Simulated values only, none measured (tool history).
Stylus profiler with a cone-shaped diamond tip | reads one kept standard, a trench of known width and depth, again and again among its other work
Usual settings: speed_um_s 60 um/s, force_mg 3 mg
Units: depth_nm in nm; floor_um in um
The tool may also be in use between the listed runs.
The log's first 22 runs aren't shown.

run,hour,speed_um_s,force_mg,scans with this tip,hours of work since the height scale was calibrated,depth_nm,floor_um
23,612.2,44,3.77,2590,342,202.16,97.91
24,647.4,24,1.83,2714,358,201.3,98
25,666.1,28,6.35,2779,367,203.09,98
26,698.1,60,3.24,2892,382,201.78,97.82
27,715.4,53,2.89,2952,390,201.71,97.74
28,734.6,142,7.98,3020,399,203.59,97.64
29,761.5,93,4.25,3114,411,202.17,97.66
30,799.6,87,3.64,3247,429,201.98,97.69

Forecast each of these 4 alternatives for the next run:
A,832.8,60,6.74,3364,444,?,?
B,832.8,87,1.27,3364,444,?,?
C,832.8,54,1.52,3364,444,?,?
D,832.8,50,4.74,3364,444,?,?

run,depth_nm,floor_um
A,203.15,97.87
B,200.79,97.31
C,201.01,97.67
D,202.44,97.85
Without the tool's hidden state the same runs would have given:
run,depth_nm,floor_um
A,203.45,98.03
B,201.08,97.47
C,201.31,97.83
D,202.74,98.01

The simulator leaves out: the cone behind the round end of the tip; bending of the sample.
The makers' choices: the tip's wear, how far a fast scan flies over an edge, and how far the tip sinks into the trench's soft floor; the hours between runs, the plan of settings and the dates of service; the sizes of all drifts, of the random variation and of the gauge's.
